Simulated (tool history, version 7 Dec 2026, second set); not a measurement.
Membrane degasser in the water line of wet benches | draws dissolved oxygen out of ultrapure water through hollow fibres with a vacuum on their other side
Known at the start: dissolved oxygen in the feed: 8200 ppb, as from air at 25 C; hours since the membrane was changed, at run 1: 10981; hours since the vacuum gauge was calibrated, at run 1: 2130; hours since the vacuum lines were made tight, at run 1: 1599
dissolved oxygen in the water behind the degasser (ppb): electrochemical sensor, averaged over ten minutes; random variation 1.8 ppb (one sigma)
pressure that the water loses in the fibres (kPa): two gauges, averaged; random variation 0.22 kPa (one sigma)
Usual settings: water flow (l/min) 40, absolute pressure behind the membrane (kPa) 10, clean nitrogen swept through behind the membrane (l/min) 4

run    hour  water flow (l/min)  absolute pressure behind the membrane (kPa)  clean nitrogen swept through behind the membrane (l/min)  hours since the membrane was changed  hours since the vacuum gauge was calibrated  hours since the vacuum lines were made tight  dissolved oxygen in the water behind the degasser (ppb)  pressure that the water loses in the fibres (kPa)
  1       0                  40                                           10                                                         4                                 10981                                         2130                                          1599                                                      196                                              55.61
  2   153.9                  40                                          6.4                                                         4                                 11135                                         2284                                          1753                                                    116.1                                              56.14
  3   455.6                  40                                          6.4                                                         4                                 11437                                         2585                                          2054                                                    113.7                                              55.62
  4   767.9                  31                                          6.4                                                         4                                 11749                                         2898                                          2366                                                     72.3                                              43.56
  5  1055.6                  31                                          6.4                                                         4                                 12037                                         3185                                          2654                                                     71.9                                              43.34
  6  1230.6                  43                                           10                                                         4                                 12212                                         3360                                          2829                                                    223.3                                              60.31
  7  1372.7                  40                                           10                                                      9.26                                 12354                                         3503                                          2971                                                    113.3                                              56.16
  8  1570.5                  40                                           10                                                         4                                 12552                                         3700                                          3169                                                    202.2                                              56.14
  9    1820                  40                                         23.9                                                         4                                 12801                                         3950                                          3419                                                    501.4                                              55.85
 10  2006.6                  40                                           10                                                         4                                 12988                                         4136                                          3605                                                      201                                              56.11
 11    2249                  44                                           10                                                     10.62                                 13230                                         4379                                          3848                                                    134.6                                              62.33
     2417.4  -- membrane cartridge changed
 12  2500.1                  40                                           10                                                       8.6                                    83                                         4626                                          4095                                                    105.8                                              52.98
 13  2731.8                  35                                         13.7                                                      5.13                                   314                                         4858                                          4326                                                    183.8                                              46.25
 14  3029.7                  35                                         13.7                                                      5.13                                   612                                         5156                                          4624                                                    186.3                                              46.22
 15  3264.2                  34                                         13.7                                                      2.48                                   847                                         5390                                          4859                                                      335                                               44.9
 16  3582.1                  58                                           10                                                         4                                  1165                                         5708                                          5177                                                    361.2                                              76.97
 17  3805.5                  40                                         19.7                                                         4                                  1388                                         5931                                          5400                                                    407.2                                                 53
 18  4003.2                  54                                         11.4                                                     10.72                                  1586                                         6129                                          5598                                                    209.7                                              71.52
       4104  -- seals of the vacuum lines changed
 19  4319.8                  43                                           10                                                     11.42                                  1900                                         6444                                           216                                                      106                                              57.31
 20  4480.2                  43                                           10                                                     11.42                                  2061                                         6604                                           376                                                    106.7                                              57.12

Measured less the same run without the tool's hidden state. The same run-to-run variation is in both; the gauge's scatter may not be:
The hidden state here: membrane still open, %; true pressure behind the membrane over the reading, kPa; air that leaks in behind the membrane, l/min; drift of the gauge itself on oxygen_ppb, %; drift of the gauge itself on loss_of_pressure_kpa, %.
run  dissolved oxygen in the water behind the degasser (ppb)  pressure that the water loses in the fibres (kPa)
  1                                                    +10.5                                                 +3
  2                                                      +11                                              +3.05
  3                                                    +11.2                                              +3.13
  4                                                     +4.4                                               +2.5
  5                                                     +4.6                                              +2.55
  6                                                      +16                                              +3.61
  7                                                    +12.5                                              +3.38
  8                                                    +13.4                                              +3.44
  9                                                      +14                                               +3.5
 10                                                    +14.1                                              +3.56
 11                                                    +19.2                                              +4.02
 12                                                     +1.1                                              +0.02
 13                                                     +2.2                                              +0.06
 14                                                     +2.6                                              +0.14
 15                                                     +4.5                                              +0.18
 16                                                     +6.2                                              +0.42
 17                                                     +5.5                                              +0.35
 18                                                     +5.2                                              +0.55
 19                                                     +2.9                                              +0.52
 20                                                     +3.1                                              +0.57
